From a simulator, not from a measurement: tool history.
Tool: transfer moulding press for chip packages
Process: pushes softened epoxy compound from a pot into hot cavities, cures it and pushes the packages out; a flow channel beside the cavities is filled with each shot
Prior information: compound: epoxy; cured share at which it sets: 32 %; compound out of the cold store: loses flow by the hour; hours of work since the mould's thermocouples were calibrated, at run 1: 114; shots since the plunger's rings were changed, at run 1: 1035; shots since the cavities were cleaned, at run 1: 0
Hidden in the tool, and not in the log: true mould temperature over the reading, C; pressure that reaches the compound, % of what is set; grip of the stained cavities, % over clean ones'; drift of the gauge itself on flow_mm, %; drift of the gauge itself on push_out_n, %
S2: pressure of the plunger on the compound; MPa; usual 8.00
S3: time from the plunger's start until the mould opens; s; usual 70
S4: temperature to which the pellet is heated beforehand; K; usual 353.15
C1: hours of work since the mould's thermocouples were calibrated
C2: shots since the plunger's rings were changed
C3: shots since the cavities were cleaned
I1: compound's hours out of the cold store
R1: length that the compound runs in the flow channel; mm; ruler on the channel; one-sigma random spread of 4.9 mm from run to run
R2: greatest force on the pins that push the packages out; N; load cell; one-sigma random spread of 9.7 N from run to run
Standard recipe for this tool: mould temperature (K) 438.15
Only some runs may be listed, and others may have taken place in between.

{"run": 1, "hour": 0.0, "mould temperature (K)": 438.15, "S2": 8.0, "S3": 70, "S4": 353.15, "C1": 114, "C2": 1035, "C3": 0, "I1": 42.9, "R1": 504, "R2": 433}
{"run": 2, "hour": 14.3, "mould temperature (K)": 438.15, "S2": 8.0, "S3": 70, "S4": 353.15, "C1": 125, "C2": 1280, "C3": 245, "I1": 22.0, "R1": 553, "R2": 641}
{"hour": 27.5, "done": "cavities cleaned with cleaning compound and waxed"}
{"run": 3, "hour": 30.6, "mould temperature (K)": 438.15, "S2": 8.0, "S3": 70, "S4": 353.15, "C1": 137, "C2": 1534, "C3": 54, "I1": 26.4, "R1": 532, "R2": 860}
{"run": 4, "hour": 42.0, "mould temperature (K)": 438.15, "S2": 8.0, "S3": 70, "S4": 353.15, "C1": 146, "C2": 1730, "C3": 250, "I1": 23.0, "R1": 541, "R2": 827}
{"hour": 54.3, "done": "cavities cleaned with cleaning compound and waxed"}
{"run": 5, "hour": 56.8, "mould temperature (K)": 438.15, "S2": 8.0, "S3": 70, "S4": 353.15, "C1": 156, "C2": 1959, "C3": 43, "I1": 15.3, "R1": 561, "R2": 519}
{"hour": 82.3, "done": "cavities cleaned with cleaning compound and waxed"}
{"run": 6, "hour": 83.2, "mould temperature (K)": 438.15, "S2": 8.0, "S3": 70, "S4": 353.15, "C1": 176, "C2": 2385, "C3": 15, "I1": 44.3, "R1": 499, "R2": 455}
{"run": 7, "hour": 104.4, "mould temperature (K)": 438.15, "S2": 8.0, "S3": 70, "S4": 353.15, "C1": 193, "C2": 2748, "C3": 378, "I1": 33.8, "R1": 515, "R2": 705}
{"hour": 108.6, "done": "cavities cleaned with cleaning compound and waxed"}
{"run": 8, "hour": 116.4, "mould temperature (K)": 438.15, "S2": 8.0, "S3": 70, "S4": 353.15, "C1": 201, "C2": 2930, "C3": 134, "I1": 11.3, "R1": 557, "R2": 573}
{"hour": 134.9, "done": "cavities cleaned with cleaning compound and waxed"}
{"run": 9, "hour": 134.9, "mould temperature (K)": 438.15, "S2": 8.0, "S3": 70, "S4": 353.15, "C1": 215, "C2": 3222, "C3": 0, "I1": 47.6, "R1": 482, "R2": 423}
{"hour": 141.9, "done": "cavities cleaned with cleaning compound and waxed, once more"}
{"run": 10, "hour": 147.5, "mould temperature (K)": 438.15, "S2": 8.0, "S3": 70, "S4": 353.15, "C1": 223, "C2": 3412, "C3": 97, "I1": 39.4, "R1": 501, "R2": 535}
{"run": 11, "hour": 163.3, "mould temperature (K)": 438.15, "S2": 8.0, "S3": 70, "S4": 353.15, "C1": 236, "C2": 3684, "C3": 369, "I1": 9.3, "R1": 555, "R2": 699}
{"hour": 168.1, "done": "cavities cleaned with cleaning compound and waxed"}
{"run": 12, "hour": 190.2, "mould temperature (K)": 438.15, "S2": 8.0, "S3": 70, "S4": 353.15, "C1": 256, "C2": 4119, "C3": 380, "I1": 40.1, "R1": 484, "R2": 676}
{"hour": 194.7, "done": "cavities cleaned with cleaning compound and waxed"}
{"run": 13, "hour": 210.6, "mould temperature (K)": 435.15, "S2": 8.0, "S3": 70, "S4": 353.15, "C1": 271, "C2": 4444, "C3": 274, "I1": 16.8, "R1": 537, "R2": 779}
{"hour": 216.1, "done": "plunger's sealing rings changed"}
{"hour": 224.0, "done": "cavities cleaned with cleaning compound and waxed"}
{"run": 14, "hour": 237.8, "mould temperature (K)": 435.15, "S2": 8.0, "S3": 70, "S4": 353.15, "C1": 289, "C2": 348, "C3": 238, "I1": 20.0, "R1": 573, "R2": 746}
{"hour": 250.0, "done": "cavities cleaned with cleaning compound and waxed"}
{"run": 15, "hour": 264.4, "mould temperature (K)": 431.15, "S2": 7.99, "S3": 110, "S4": 351.15, "C1": 309, "C2": 777, "C3": 245, "I1": 34.3, "R1": 543, "R2": 502}
{"hour": 277.6, "done": "cavities cleaned with cleaning compound and waxed"}
{"run": 16, "hour": 287.9, "mould temperature (K)": 435.15, "S2": 8.0, "S3": 70, "S4": 355.15, "C1": 326, "C2": 1156, "C3": 177, "I1": 15.2, "R1": 575, "R2": 678}
{"hour": 303.5, "done": "cavities cleaned with cleaning compound and waxed"}
{"run": 17, "hour": 309.4, "mould temperature (K)": 435.15, "S2": 8.0, "S3": 70, "S4": 355.15, "C1": 342, "C2": 1498, "C3": 100, "I1": 32.1, "R1": 533, "R2": 627}
{"hour": 330.8, "done": "cavities cleaned with cleaning compound and waxed"}
{"run": 18, "hour": 330.8, "mould temperature (K)": 445.15, "S2": 7.14, "S3": 91, "S4": 343.15, "C1": 358, "C2": 1840, "C3": 0, "I1": 39.4, "R1": 481, "R2": 327}
{"run": 19, "hour": 348.0, "mould temperature (K)": 445.15, "S2": 7.14, "S3": 91, "S4": 343.15, "C1": 371, "C2": 2135, "C3": 295, "I1": 45.1, "R1": 465, "R2": 494}
{"hour": 357.7, "done": "cavities cleaned with cleaning compound and waxed"}
{"run": 20, "hour": 367.1, "mould temperature (K)": 441.15, "S2": 9.79, "S3": 61, "S4": 353.15, "C1": 385, "C2": 2437, "C3": 161, "I1": 20.3, "R1": 597, "R2": 628}
{"hour": 384.3, "done": "cavities cleaned with cleaning compound and waxed"}
{"run": 21, "hour": 393.4, "mould temperature (K)": 435.15, "S2": 8.33, "S3": 84, "S4": 348.15, "C1": 405, "C2": 2864, "C3": 156, "I1": 15.3, "R1": 572, "R2": 529}
{"hour": 411.5, "done": "cavities cleaned with cleaning compound and waxed"}
{"run": 22, "hour": 418.0, "mould temperature (K)": 438.15, "S2": 6.23, "S3": 70, "S4": 346.15, "C1": 423, "C2": 3260, "C3": 111, "I1": 19.5, "R1": 477, "R2": 532}
{"run": 23, "hour": 434.4, "mould temperature (K)": 430.15, "S2": 6.38, "S3": 57, "S4": 360.15, "C1": 436, "C2": 3541, "C3": 392, "I1": 38.0, "R1": 464, "R2": 1679}
{"hour": 437.6, "done": "cavities cleaned with cleaning compound and waxed"}
{"run": 24, "hour": 452.1, "mould temperature (K)": 441.15, "S2": 6.38, "S3": 57, "S4": 356.15, "C1": 449, "C2": 3820, "C3": 249, "I1": 13.0, "R1": 481, "R2": 799}
{"hour": 464.8, "done": "cavities cleaned with cleaning compound and waxed"}
{"run": 25, "hour": 477.7, "mould temperature (K)": 435.15, "S2": 6.35, "S3": 57, "S4": 362.15, "C1": 468, "C2": 4234, "C3": 222, "I1": 11.9, "R1": 494, "R2": 1168}

Branching from run 25: 3 alternative next runs. What would each branch give?
{"hour": 491.5, "done": "cavities cleaned with cleaning compound and waxed"}
{"hour": 497.1, "done": "plunger's sealing rings changed"}
{"run": "A", "hour": 499.5, "mould temperature (K)": 434.15, "S2": 6.35, "S3": 57, "S4": 362.15, "C1": 482, "C2": 42, "C3": 95, "I1": 42.7, "R1": "?", "R2": "?"}
{"hour": 491.5, "done": "cavities cleaned with cleaning compound and waxed"}
{"hour": 497.1, "done": "plunger's sealing rings changed"}
{"run": "B", "hour": 499.5, "mould temperature (K)": 438.15, "S2": 6.11, "S3": 93, "S4": 362.15, "C1": 482, "C2": 42, "C3": 95, "I1": 24.7, "R1": "?", "R2": "?"}
{"hour": 491.5, "done": "cavities cleaned with cleaning compound and waxed"}
{"hour": 497.1, "done": "plunger's sealing rings changed"}
{"run": "C", "hour": 499.5, "mould temperature (K)": 441.15, "S2": 8.0, "S3": 94, "S4": 358.15, "C1": 482, "C2": 42, "C3": 95, "I1": 30.2, "R1": "?", "R2": "?"}

run=A R1=472 R2=984
run=B R1=489 R2=396
run=C R1=542 R2=417
What these runs would have given with no unlogged condition in the tool:
run=A R1=474 R2=841
run=B R1=491 R2=322
run=C R1=545 R2=338

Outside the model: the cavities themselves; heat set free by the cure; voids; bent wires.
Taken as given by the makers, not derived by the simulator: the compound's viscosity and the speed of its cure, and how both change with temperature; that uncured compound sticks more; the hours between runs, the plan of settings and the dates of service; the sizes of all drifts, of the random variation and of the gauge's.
